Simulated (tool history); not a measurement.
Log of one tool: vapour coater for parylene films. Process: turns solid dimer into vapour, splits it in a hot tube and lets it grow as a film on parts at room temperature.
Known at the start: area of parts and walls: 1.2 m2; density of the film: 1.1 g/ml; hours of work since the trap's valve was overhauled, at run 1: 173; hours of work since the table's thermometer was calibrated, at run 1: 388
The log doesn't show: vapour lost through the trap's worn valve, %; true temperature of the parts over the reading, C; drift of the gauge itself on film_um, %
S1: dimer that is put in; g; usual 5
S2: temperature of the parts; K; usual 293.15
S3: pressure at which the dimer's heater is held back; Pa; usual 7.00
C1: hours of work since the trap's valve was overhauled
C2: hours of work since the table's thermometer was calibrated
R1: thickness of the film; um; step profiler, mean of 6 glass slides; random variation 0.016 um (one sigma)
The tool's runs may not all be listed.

run 1 hour=0.0 | S1=5 S2=293.15 S3=7.00 | C1=173 C2=388 | R1=2.37
run 2 hour=44.2 | S1=5 S2=293.15 S3=7.00 | C1=206 C2=422 | R1=2.34
run 3 hour=92.4 | S1=5 S2=294.15 S3=7.00 | C1=243 C2=458 | R1=2.23
run 4 hour=130.7 | S1=5 S2=293.15 S3=8.97 | C1=271 C2=487 | R1=2.28
run 5 hour=157.1 | S1=5 S2=293.15 S3=7.00 | C1=291 C2=507 | R1=2.32
run 6 hour=203.5 | S1=5 S2=293.15 S3=7.00 | C1=326 C2=541 | R1=2.31
run 7 hour=247.2 | S1=5 S2=294.15 S3=7.00 | C1=359 C2=574 | R1=2.23
run 8 hour=278.8 | S1=5 S2=294.15 S3=7.00 | C1=383 C2=598 | R1=2.19
run 9 hour=307.3 | S1=5 S2=294.15 S3=7.00 | C1=404 C2=620 | R1=2.18
-- hour=310.9 table's thermometer calibrated
run 10 hour=344.9 | S1=5 S2=294.15 S3=7.00 | C1=432 C2=26 | R1=2.17
run 11 hour=369.1 | S1=5 S2=293.15 S3=7.00 | C1=450 C2=44 | R1=2.24
-- hour=388.9 trap's valve overhauled
run 12 hour=409.6 | S1=5 S2=293.15 S3=7.00 | C1=16 C2=71 | R1=2.40
run 13 hour=450.1 | S1=4 S2=293.15 S3=2.57 | C1=46 C2=102 | R1=2.08
run 14 hour=488.5 | S1=6 S2=301.15 S3=2.57 | C1=75 C2=131 | R1=2.34
run 15 hour=509.2 | S1=6 S2=301.15 S3=2.57 | C1=91 C2=146 | R1=2.38
-- hour=513.2 table's thermometer calibrated, once more
run 16 hour=535.8 | S1=8 S2=298.15 S3=2.45 | C1=110 C2=17 | R1=3.53
run 17 hour=561.5 | S1=5 S2=305.15 S3=4.32 | C1=129 C2=36 | R1=1.66
run 18 hour=582.5 | S1=5 S2=305.15 S3=4.32 | C1=145 C2=52 | R1=1.62
run 19 hour=618.0 | S1=6 S2=293.15 S3=11.19 | C1=172 C2=79 | R1=2.71
run 20 hour=660.5 | S1=6 S2=293.15 S3=2.35 | C1=204 C2=111 | R1=3.09

The next listed run, before its measurement:
run 21 hour=702.4 | S1=4 S2=293.15 S3=5.85 | C1=235 C2=142 | R1=?

Run 21 gave R1 1.90 um.
Without the tool's hidden state the same run would have given R1 1.99 um.

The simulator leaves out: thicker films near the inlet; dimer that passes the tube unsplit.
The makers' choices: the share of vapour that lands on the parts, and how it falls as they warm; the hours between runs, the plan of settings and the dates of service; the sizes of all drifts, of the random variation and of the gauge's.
